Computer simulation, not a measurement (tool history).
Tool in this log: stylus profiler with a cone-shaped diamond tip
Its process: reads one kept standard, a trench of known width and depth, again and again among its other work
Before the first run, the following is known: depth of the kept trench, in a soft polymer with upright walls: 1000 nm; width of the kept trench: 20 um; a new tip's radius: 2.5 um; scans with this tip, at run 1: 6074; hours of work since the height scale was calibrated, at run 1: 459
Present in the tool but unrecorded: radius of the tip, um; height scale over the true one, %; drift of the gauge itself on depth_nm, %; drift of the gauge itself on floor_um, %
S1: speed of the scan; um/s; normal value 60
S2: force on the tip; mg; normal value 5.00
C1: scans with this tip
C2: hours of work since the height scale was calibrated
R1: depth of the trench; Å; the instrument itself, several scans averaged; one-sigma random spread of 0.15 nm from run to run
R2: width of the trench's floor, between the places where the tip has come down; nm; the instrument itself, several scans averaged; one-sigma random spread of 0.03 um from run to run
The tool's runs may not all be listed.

run,day,S1,S2,C1,C2,R1,R2
1,0.000,60,5.00,6074,459,10184.9,14960
2,0.629,60,5.00,6175,467,10187.2,14930
3,1.142,60,5.00,6258,473,10185.5,14880
4,2.212,60,5.00,6430,486,10187.0,14900
5,3.296,60,5.00,6604,499,10186.5,14870
6,3.975,60,5.00,6713,507,10188.8,14880
7,5.062,60,3.02,6888,521,10131.6,14840
8,6.217,60,3.02,7074,535,10130.2,14800
9,6.800,60,3.02,7168,542,10128.7,14750
10,7.483,60,3.02,7277,550,10127.4,14740
11,8.058,60,3.02,7370,557,10128.9,14720
12,9.125,60,3.02,7542,570,10129.3,14750
13,10.225,60,5.00,7719,583,10182.6,14820
14,11.346,60,5.00,7899,597,10184.5,14750
15,12.479,60,5.00,8082,611,10183.3,14710
16,13.625,60,5.98,8266,625,10210.8,14760
17,14.188,92,5.98,8356,632,10212.9,14610
18,15.088,60,5.00,8501,643,10183.5,14730
19,15.671,60,12.70,8595,650,10353.3,14820
20,16.438,60,13.61,8718,659,10367.5,14780
21,17.208,60,13.61,8843,668,10370.5,14790
22,18.333,60,5.00,9023,682,10183.5,14680
23,18.862,60,1.92,9109,688,10090.3,14470
24,20.025,99,2.46,9295,703,10109.1,14270
25,21.083,99,2.46,9466,715,10108.9,14260
26,21.554,232,14.73,9542,721,10388.6,14300
27,22.062,46,6.91,9624,727,10230.5,14740
28,22.996,37,12.49,9773,739,10344.9,14740
29,23.567,37,12.49,9866,746,10346.2,14740
30,24.521,37,12.49,10019,757,10348.4,14730
31,25.425,86,12.49,10164,768,10347.5,14610
32,26.150,30,1.67,10281,777,10081.0,14550
33,27.112,29,9.62,10436,789,10289.0,14680
34,27.783,29,9.62,10544,797,10287.6,14670
35,28.500,29,9.62,10659,806,10289.4,14700
36,29.346,127,2.03,10795,816,10093.4,13860
37,29.950,127,2.03,10892,823,10087.7,13950
38,30.725,168,14.59,11017,833,10386.9,14300
39,31.588,19,9.84,11156,843,10294.4,14610
40,32.721,19,9.84,11338,857,10294.1,14660
41,33.833,25,7.86,11517,871,10250.7,14610
42,34.662,21,1.70,11651,881,10080.2,14490
43,35.762,21,1.70,11828,894,10079.8,14470
44,36.392,192,4.61,11929,902,10169.6,13730
45,37.321,27,1.92,12078,913,10086.1,14400
46,38.042,93,10.42,12195,922,10302.3,14300

Same runs, no hidden state in the tool, same run-to-run variation:
run,R1,R2
1,10193.6,15730
2,10196.0,15710
3,10194.4,15670
4,10196.1,15710
5,10195.7,15690
6,10198.2,15720
7,10141.2,15690
8,10139.9,15670
9,10138.5,15630
10,10137.3,15630
11,10139.0,15620
12,10139.5,15670
13,10193.1,15760
14,10195.2,15710
15,10194.3,15680
16,10222.0,15750
17,10224.1,15620
18,10194.9,15740
19,10365.0,15850
20,10379.3,15820
21,10382.4,15840
22,10195.4,15750
23,10102.3,15550
24,10121.2,15360
25,10121.3,15370
26,10401.4,15420
27,10243.1,15870
28,10357.8,15890
29,10359.3,15900
30,10361.7,15890
31,10360.9,15790
32,10094.2,15740
33,10302.7,15890
34,10301.4,15890
35,10303.3,15930
36,10107.2,15100
37,10101.6,15210
38,10401.3,15560
39,10308.8,15880
40,10308.7,15950
41,10265.5,15920
42,10094.9,15820
43,10094.7,15810
44,10184.7,15080
45,10101.3,15770
46,10318.0,15680
